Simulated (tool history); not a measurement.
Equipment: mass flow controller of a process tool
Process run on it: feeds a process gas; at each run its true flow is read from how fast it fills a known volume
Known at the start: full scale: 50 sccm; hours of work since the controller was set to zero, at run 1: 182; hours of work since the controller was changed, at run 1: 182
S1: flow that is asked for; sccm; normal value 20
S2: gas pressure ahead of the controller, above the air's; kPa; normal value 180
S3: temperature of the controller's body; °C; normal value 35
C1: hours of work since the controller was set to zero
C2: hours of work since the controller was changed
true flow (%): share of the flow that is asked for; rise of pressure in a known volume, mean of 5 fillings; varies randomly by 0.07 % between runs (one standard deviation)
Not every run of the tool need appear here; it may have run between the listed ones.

run 1 hour=0 | S1=20 S2=180 S3=35 | C1=182 C2=182 | true_flow_(%)=98.68
run 2 hour=293.1 | S1=20 S2=180 S3=35 | C1=298 C2=298 | true_flow_(%)=98.82
run 3 hour=556 | S1=20 S2=180 S3=35 | C1=402 C2=402 | true_flow_(%)=99.02
run 4 hour=854.2 | S1=20 S2=180 S3=35 | C1=520 C2=520 | true_flow_(%)=98.94
run 5 hour=1097 | S1=20 S2=180 S3=35 | C1=615 C2=615 | true_flow_(%)=99.12
run 6 hour=1530.1 | S1=20 S2=180 S3=35 | C1=786 C2=786 | true_flow_(%)=99.32
run 7 hour=1789.4 | S1=20 S2=180 S3=35 | C1=889 C2=889 | true_flow_(%)=99.43
run 8 hour=2025.4 | S1=20 S2=180 S3=35 | C1=982 C2=982 | true_flow_(%)=99.27
run 9 hour=2231.9 | S1=20 S2=264 S3=35 | C1=1063 C2=1063 | true_flow_(%)=99.22
run 10 hour=2652.9 | S1=20 S2=264 S3=35 | C1=1229 C2=1229 | true_flow_(%)=99.55
run 11 hour=2995.7 | S1=20 S2=264 S3=35 | C1=1365 C2=1365 | true_flow_(%)=99.72
run 12 hour=3446.2 | S1=20 S2=264 S3=35 | C1=1543 C2=1543 | true_flow_(%)=99.64
run 13 hour=3770.6 | S1=20 S2=217 S3=35 | C1=1671 C2=1671 | true_flow_(%)=99.9
run 14 hour=4146.1 | S1=20 S2=180 S3=35 | C1=1819 C2=1819 | true_flow_(%)=100.08
run 15 hour=4375.8 | S1=20 S2=216 S3=35 | C1=1909 C2=1909 | true_flow_(%)=100.1
run 16 hour=4828.4 | S1=20 S2=216 S3=35 | C1=2088 C2=2088 | true_flow_(%)=100.18
run 17 hour=5141.5 | S1=47 S2=180 S3=35 | C1=2212 C2=2212 | true_flow_(%)=101.79
run 18 hour=5377.2 | S1=47 S2=180 S3=35 | C1=2305 C2=2305 | true_flow_(%)=101.73
run 19 hour=5632.5 | S1=32 S2=180 S3=22 | C1=2405 C2=2405 | true_flow_(%)=100.73
run 20 hour=6075.9 | S1=43 S2=180 S3=35 | C1=2580 C2=2580 | true_flow_(%)=101.78
run 21 hour=6490.2 | S1=13 S2=200 S3=34 | C1=2744 C2=2744 | true_flow_(%)=100.34
run 22 hour=6962.8 | S1=11 S2=166 S3=25 | C1=2930 C2=2930 | true_flow_(%)=100.02
-- hour=7140.5 gauge calibrated
run 23 hour=7407.4 | S1=20 S2=238 S3=35 | C1=3106 C2=3106 | true_flow_(%)=98.83
run 24 hour=7699 | S1=20 S2=238 S3=35 | C1=3221 C2=3221 | true_flow_(%)=98.99
run 25 hour=7964.8 | S1=12 S2=180 S3=35 | C1=3326 C2=3326 | true_flow_(%)=98.65
run 26 hour=8333.5 | S1=29 S2=208 S3=27 | C1=3471 C2=3471 | true_flow_(%)=99.26
run 27 hour=8558.9 | S1=20 S2=226 S3=27 | C1=3560 C2=3560 | true_flow_(%)=98.93
run 28 hour=8891.3 | S1=20 S2=226 S3=27 | C1=3692 C2=3692 | true_flow_(%)=98.9
run 29 hour=9219 | S1=20 S2=226 S3=27 | C1=3821 C2=3821 | true_flow_(%)=99.08
run 30 hour=9428 | S1=28 S2=250 S3=22 | C1=3903 C2=3903 | true_flow_(%)=99.31
run 31 hour=9820.9 | S1=28 S2=184 S3=36 | C1=4058 C2=4058 | true_flow_(%)=100.05
run 32 hour=10023.5 | S1=28 S2=175 S3=26 | C1=4138 C2=4138 | true_flow_(%)=99.86
run 33 hour=10489.1 | S1=28 S2=224 S3=30 | C1=4322 C2=4322 | true_flow_(%)=100.02
run 34 hour=10942.1 | S1=9 S2=214 S3=35 | C1=4501 C2=4501 | true_flow_(%)=99.28

Results for each run, recomputed without the tool's hidden state and with each run's random variation untouched:
What the log doesn't record here: flow at rest that the sensor doesn't see, % of full scale; true flow over the shown one, %; drift of the gauge itself on true_pct, %.
run=1 true_flow_(%)=98.68
run=2 true_flow_(%)=98.74
run=3 true_flow_(%)=98.85
run=4 true_flow_(%)=98.68
run=5 true_flow_(%)=98.79
run=6 true_flow_(%)=98.87
run=7 true_flow_(%)=98.9
run=8 true_flow_(%)=98.68
run=9 true_flow_(%)=98.57
run=10 true_flow_(%)=98.77
run=11 true_flow_(%)=98.83
run=12 true_flow_(%)=98.63
run=13 true_flow_(%)=98.79
run=14 true_flow_(%)=98.86
run=15 true_flow_(%)=98.82
run=16 true_flow_(%)=98.76
run=17 true_flow_(%)=100.25
run=18 true_flow_(%)=100.12
run=19 true_flow_(%)=99.07
run=20 true_flow_(%)=99.97
run=21 true_flow_(%)=98.44
run=22 true_flow_(%)=97.99
run=23 true_flow_(%)=98.76
run=24 true_flow_(%)=98.82
run=25 true_flow_(%)=98.42
run=26 true_flow_(%)=98.91
run=27 true_flow_(%)=98.52
run=28 true_flow_(%)=98.38
run=29 true_flow_(%)=98.47
run=30 true_flow_(%)=98.64
run=31 true_flow_(%)=99.26
run=32 true_flow_(%)=99.01
run=33 true_flow_(%)=99.03
run=34 true_flow_(%)=98.18

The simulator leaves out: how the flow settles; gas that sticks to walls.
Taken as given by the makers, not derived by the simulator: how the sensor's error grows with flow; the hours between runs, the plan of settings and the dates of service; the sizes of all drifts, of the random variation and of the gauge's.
